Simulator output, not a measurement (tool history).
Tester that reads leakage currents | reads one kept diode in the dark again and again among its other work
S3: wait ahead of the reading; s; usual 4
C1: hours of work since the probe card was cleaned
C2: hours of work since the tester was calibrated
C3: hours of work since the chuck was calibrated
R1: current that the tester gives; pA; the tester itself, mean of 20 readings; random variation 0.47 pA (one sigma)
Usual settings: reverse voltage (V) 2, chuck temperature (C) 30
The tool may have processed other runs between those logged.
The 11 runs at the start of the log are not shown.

run 12 hour=268.6 | reverse_voltage_(V)=5.16 chuck_temperature_(C)=30 S3=4 | C1=2506 C2=579 C3=1365 | R1=264.12
run 13 hour=293.1 | reverse_voltage_(V)=2 chuck_temperature_(C)=54 S3=4 | C1=2521 C2=595 C3=1381 | R1=1142.55
run 14 hour=320.1 | reverse_voltage_(V)=2 chuck_temperature_(C)=54 S3=4 | C1=2538 C2=611 C3=1398 | R1=1143.03
run 15 hour=348 | reverse_voltage_(V)=2 chuck_temperature_(C)=54 S3=4 | C1=2556 C2=629 C3=1415 | R1=1139.37
run 16 hour=383.6 | reverse_voltage_(V)=2 chuck_temperature_(C)=30 S3=4 | C1=2578 C2=651 C3=1438 | R1=157.25
run 17 hour=409.8 | reverse_voltage_(V)=2 chuck_temperature_(C)=30 S3=4 | C1=2595 C2=668 C3=1454 | R1=157.19
run 18 hour=432.1 | reverse_voltage_(V)=2 chuck_temperature_(C)=30 S3=3.9 | C1=2608 C2=682 C3=1468 | R1=156.56
run 19 hour=453.5 | reverse_voltage_(V)=2 chuck_temperature_(C)=30 S3=8.09 | C1=2622 C2=695 C3=1481 | R1=156.11
run 20 hour=470.1 | reverse_voltage_(V)=2 chuck_temperature_(C)=30 S3=8.09 | C1=2632 C2=706 C3=1492 | R1=156.55
run 21 hour=494.9 | reverse_voltage_(V)=2 chuck_temperature_(C)=30 S3=4 | C1=2648 C2=721 C3=1507 | R1=156.86
run 22 hour=527.1 | reverse_voltage_(V)=2 chuck_temperature_(C)=24 S3=1.05 | C1=2668 C2=741 C3=1528 | R1=90.66
run 23 hour=556.5 | reverse_voltage_(V)=2 chuck_temperature_(C)=24 S3=1.05 | C1=2686 C2=760 C3=1546 | R1=90.8
run 24 hour=591.7 | reverse_voltage_(V)=2 chuck_temperature_(C)=31 S3=5.74 | C1=2709 C2=782 C3=1568 | R1=171.49
run 25 hour=617.1 | reverse_voltage_(V)=2 chuck_temperature_(C)=31 S3=5.74 | C1=2725 C2=798 C3=1584 | R1=170.77
run 26 hour=647.3 | reverse_voltage_(V)=6.03 chuck_temperature_(C)=38 S3=5.74 | C1=2743 C2=817 C3=1603 | R1=584.51
-- hour=662.3 chuck's temperature calibrated
run 27 hour=675 | reverse_voltage_(V)=1.36 chuck_temperature_(C)=24 S3=6.13 | C1=2760 C2=833 C3=8 | R1=72.82
run 28 hour=696.6 | reverse_voltage_(V)=1.36 chuck_temperature_(C)=24 S3=6.13 | C1=2773 C2=846 C3=22 | R1=73.22
run 29 hour=721.7 | reverse_voltage_(V)=1.36 chuck_temperature_(C)=24 S3=6.13 | C1=2789 C2=862 C3=37 | R1=73.03
run 30 hour=747.4 | reverse_voltage_(V)=6.64 chuck_temperature_(C)=20 S3=6.13 | C1=2805 C2=878 C3=53 | R1=122
run 31 hour=780 | reverse_voltage_(V)=10.13 chuck_temperature_(C)=21 S3=3.61 | C1=2825 C2=899 C3=74 | R1=169.95

Run 32 comes next. What will it give?
run 32 hour=811.9 | reverse_voltage_(V)=10.13 chuck_temperature_(C)=21 S3=3.61 | C1=2845 C2=919 C3=94 | R1=?

{"run 32": {"R1": 169.63}}
Were there no unlogged condition in the tool, this run, its random variation unchanged, would have produced R1 169.43 pA.
